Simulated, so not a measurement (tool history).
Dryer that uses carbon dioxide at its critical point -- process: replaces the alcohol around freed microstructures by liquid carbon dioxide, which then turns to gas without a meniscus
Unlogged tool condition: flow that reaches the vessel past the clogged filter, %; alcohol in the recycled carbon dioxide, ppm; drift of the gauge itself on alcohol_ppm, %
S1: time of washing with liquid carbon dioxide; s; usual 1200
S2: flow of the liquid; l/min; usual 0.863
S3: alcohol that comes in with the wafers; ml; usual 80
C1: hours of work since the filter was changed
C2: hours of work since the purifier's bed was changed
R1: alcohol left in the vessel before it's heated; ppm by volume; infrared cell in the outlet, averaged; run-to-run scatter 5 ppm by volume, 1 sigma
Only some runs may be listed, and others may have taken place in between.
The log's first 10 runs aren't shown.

run	hour	S1	S2	S3	C1	C2	R1
11	109.2	1200	0.863	80	321	442	82
12	118.6	1200	0.671	80	327	449	268
13	126.6	1200	0.671	80	333	454	267
14	133.9	1200	0.863	36	338	459	61
15	146.6	1200	0.863	36	346	468	53
16	158.9	1200	0.863	36	355	476	63
17	168.1	1200	0.863	36	361	483	59
18	175.8	1860	0.557	62	366	488	79
19	191.8	1500	1.401	28	377	499	35
20	199.4	1080	0.863	28	382	504	76
21	206.4	1200	0.607	80	387	509	459
22	214.8	1200	0.607	80	393	515	471
23	231.3	1200	0.607	80	404	526	462
24	240.7	1200	0.607	80	411	532	453
25	249.1	1200	0.607	80	416	538	468
26	263.6	780	0.863	30	426	548	252
27	279.8	1560	1.048	24	437	559	51
28	287.5	780	0.81	48	443	564	489
29	302	1680	0.81	21	453	574	49
30	313.9	1200	0.863	103	461	582	133
31	321.4	1500	0.863	103	466	588	74

Below are 4 alternative next runs, each starting from the tool's condition after run 31. Predict each:
A	331.5	900	0.863	37	473	594	?
B	331.5	1500	0.833	62	473	594	?
C	331.5	1200	0.581	80	473	594	?
D	331.5	1200	0.995	31	473	594	?

run	R1
A	186
B	56
C	620
D	54
Without the tool's hidden state the same runs would have given:
run	R1
A	62
B	3
C	294
D	4
